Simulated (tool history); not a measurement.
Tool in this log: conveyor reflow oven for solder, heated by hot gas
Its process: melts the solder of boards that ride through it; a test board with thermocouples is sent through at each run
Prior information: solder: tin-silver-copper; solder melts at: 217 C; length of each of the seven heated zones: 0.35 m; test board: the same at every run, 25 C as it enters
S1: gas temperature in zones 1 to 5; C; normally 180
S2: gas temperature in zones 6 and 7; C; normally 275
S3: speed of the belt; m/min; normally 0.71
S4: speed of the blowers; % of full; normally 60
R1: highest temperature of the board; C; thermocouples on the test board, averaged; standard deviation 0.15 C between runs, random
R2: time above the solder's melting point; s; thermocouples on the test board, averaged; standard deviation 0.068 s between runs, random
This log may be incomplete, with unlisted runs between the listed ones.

run	hour	S1	S2	S3	S4	R1	R2
1	0	180	275	0.71	60	258.1	48.7
2	4.1	180	275	0.71	60	257.9	48.86
3	8.4	180	275	0.71	60	258.1	48.8
4	17	180	275	0.71	60	258.1	48.79
5	24.2	180	275	0.71	60	258.1	48.8
6	29.3	180	275	0.71	60	257.8	48.74
7	36	178	283	0.662	60	267	56.17
8	39.9	166	278	0.662	60	260.6	50.02

The next listed run, before its measurement:
9	45.1	166	278	0.662	60	?	?

{"run 9": {"R1": 260.7, "R2": 50}}
With no hidden state in the tool, this same run would have given R1 260.7 C, R2 50.02 s.

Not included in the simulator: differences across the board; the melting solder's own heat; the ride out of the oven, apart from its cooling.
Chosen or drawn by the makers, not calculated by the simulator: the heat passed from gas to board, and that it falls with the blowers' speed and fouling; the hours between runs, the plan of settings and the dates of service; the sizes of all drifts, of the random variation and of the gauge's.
